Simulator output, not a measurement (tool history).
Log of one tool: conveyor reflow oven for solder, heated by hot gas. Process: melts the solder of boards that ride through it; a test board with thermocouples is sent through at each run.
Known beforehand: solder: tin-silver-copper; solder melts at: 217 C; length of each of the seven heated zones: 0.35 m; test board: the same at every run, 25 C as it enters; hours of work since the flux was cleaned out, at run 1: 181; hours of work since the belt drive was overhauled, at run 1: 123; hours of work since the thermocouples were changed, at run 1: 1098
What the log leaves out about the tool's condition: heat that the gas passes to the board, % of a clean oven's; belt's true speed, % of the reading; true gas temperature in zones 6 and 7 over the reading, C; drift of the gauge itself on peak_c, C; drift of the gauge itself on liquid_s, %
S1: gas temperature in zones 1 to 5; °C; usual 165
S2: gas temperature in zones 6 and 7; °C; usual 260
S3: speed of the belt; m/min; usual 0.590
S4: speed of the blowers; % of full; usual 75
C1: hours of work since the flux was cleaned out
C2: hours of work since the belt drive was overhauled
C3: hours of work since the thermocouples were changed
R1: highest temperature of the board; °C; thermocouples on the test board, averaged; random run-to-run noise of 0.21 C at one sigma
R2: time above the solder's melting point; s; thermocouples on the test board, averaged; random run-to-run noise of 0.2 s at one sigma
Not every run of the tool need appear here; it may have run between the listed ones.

run     day   S1   S2     S3  S4   C1   C2    C3     R1    R2
  1   0.000  165  260  0.590  75  181  123  1098  247.1  46.6
  2   3.317  165  260  0.590  75  238  180  1155  247.0  46.3
  3   4.738  165  260  0.590  63  263  205  1180  243.2  42.3
      5.908  -- flux residue cleaned out of gas plates and filters
  4   7.133  165  260  0.590  63   21  243  1218  245.0  44.4
  5   8.558  165  260  0.590  74   46  267  1242  247.9  47.9
  6  10.875  165  260  0.590  75   86  307  1282  248.1  48.3
  7  13.000  165  260  0.590  75  123  344  1319  248.2  47.9
  8  16.212  165  260  0.590  75  178  400  1375  247.9  47.5
  9  19.512  165  260  0.590  75  235  457  1432  247.7  47.7
     22.162  -- flux residue cleaned out of gas plates and filters
 10  22.442  165  260  0.590  75    5  504  1479  249.8  49.2
     23.212  -- thermocouples of zones 6 and 7 changed
 11  25.450  165  260  0.590  75   55  555    39  244.5  45.6
 12  26.979  165  260  0.590  51   82  581    65  236.3  34.8
 13  29.229  165  260  0.590  51  121  620   104  236.5  35.0
 14  30.683  165  265  0.590  75  146  645   129  248.4  48.6
 15  32.088  165  265  0.590  75  170  669   154  248.4  48.6
 16  33.950  165  264  0.590  63  203  702   186  244.0  43.9
 17  36.117  165  260  0.516  75  240  739   223  248.0  56.9
 18  37.650  165  250  0.501  75  267  766   250  239.6  50.4
     38.671  -- flux residue cleaned out of gas plates and filters
 19  39.471  154  271  0.501  64   14  793   278  256.7  60.9
     41.917  -- belt drive overhauled, speed set with a stopwatch
 20  42.388  177  268  0.565  75   61    8   325  256.0  59.2
 21  44.654  177  268  0.565  75  101   47   365  255.4  59.2
 22  47.921  173  274  0.590  75  157  104   421  258.7  56.5
 23  50.300  156  256  0.590  58  198  145   462  234.4  29.7
 24  53.125  156  270  0.590  50  247  194   511  242.1  37.6
     55.167  -- flux residue cleaned out of gas plates and filters
 25  55.717  156  270  0.590  50   10  235   552  243.7  39.4
 26  57.133  156  270  0.590  50   34  260   577  243.8  39.8
 27  60.167  156  270  0.590  50   87  312   629  243.8  39.3
 28  62.900  156  270  0.657  55  134  360   677  240.6  32.2
 29  65.179  165  266  0.704  75  173  399   716  244.4  36.4

What if the next run were any one of these 3? Each begins from the tool's condition after run 29:
  A  67.288  180  266  0.534  75  210  435  753   ?   ?
  B  67.288  165  258  0.684  54  210  435  753   ?   ?
  C  67.288  174  260  0.533  75  210  435  753   ?   ?

run     R1    R2
  A  256.6  65.4
  B  231.0  22.3
  C  250.6  59.1
With no hidden state in the tool, these same runs would have given:
run     R1    R2
  A  255.0  64.2
  B  229.9  21.1
  C  249.0  57.9
